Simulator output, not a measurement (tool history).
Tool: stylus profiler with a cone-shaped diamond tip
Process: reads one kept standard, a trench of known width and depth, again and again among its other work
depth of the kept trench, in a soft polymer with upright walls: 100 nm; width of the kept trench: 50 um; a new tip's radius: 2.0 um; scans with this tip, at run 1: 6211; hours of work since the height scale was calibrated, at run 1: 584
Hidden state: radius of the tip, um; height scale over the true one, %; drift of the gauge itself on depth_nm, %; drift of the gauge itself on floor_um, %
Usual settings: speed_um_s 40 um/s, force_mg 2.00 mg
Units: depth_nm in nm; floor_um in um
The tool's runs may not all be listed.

run,hour,speed_um_s,force_mg,scans with this tip,hours of work since the height scale was calibrated,depth_nm,floor_um
1,0.0,40,2.00,6211,584,101.53,48.57
2,18.2,34,2.00,6344,597,101.55,48.54
3,36.0,16,2.00,6475,609,101.49,48.66
4,45.4,72,2.00,6544,616,101.57,48.43
5,68.2,48,2.00,6710,631,101.63,48.56
6,80.1,48,2.00,6797,639,101.58,48.50
7,100.3,48,2.00,6946,653,101.45,48.51
8,116.9,48,2.00,7068,665,101.46,48.52
9,127.9,40,2.00,7148,672,101.63,48.51
10,138.9,40,2.00,7229,680,101.45,48.56
11,154.8,40,2.00,7346,691,101.53,48.57
12,177.7,40,0.79,7513,707,100.94,48.44
13,197.7,40,0.79,7660,721,100.79,48.41
14,211.2,40,0.79,7758,730,100.86,48.50
15,221.1,46,5.03,7831,737,102.73,48.61
16,236.1,46,5.03,7941,747,102.78,48.57
17,245.9,111,2.81,8013,754,102.02,48.30
18,268.6,82,2.00,8179,769,101.50,48.39
19,281.6,17,3.73,8274,778,102.27,48.66
20,290.8,17,3.73,8342,785,102.44,48.74
21,302.4,99,4.97,8427,793,102.83,48.49
22,319.3,40,0.75,8550,804,100.75,48.41
23,340.9,40,0.75,8709,819,100.64,48.45
24,350.6,40,0.75,8780,826,100.72,48.43

The next listed run, before its measurement:
25,369.5,40,0.75,8918,839,?,?

{"run 25": {"depth_nm": 100.9, "floor_um": 48.47}}
Without the tool's hidden state the same run would have given depth_nm 100.89 nm, floor_um 48.49 um.

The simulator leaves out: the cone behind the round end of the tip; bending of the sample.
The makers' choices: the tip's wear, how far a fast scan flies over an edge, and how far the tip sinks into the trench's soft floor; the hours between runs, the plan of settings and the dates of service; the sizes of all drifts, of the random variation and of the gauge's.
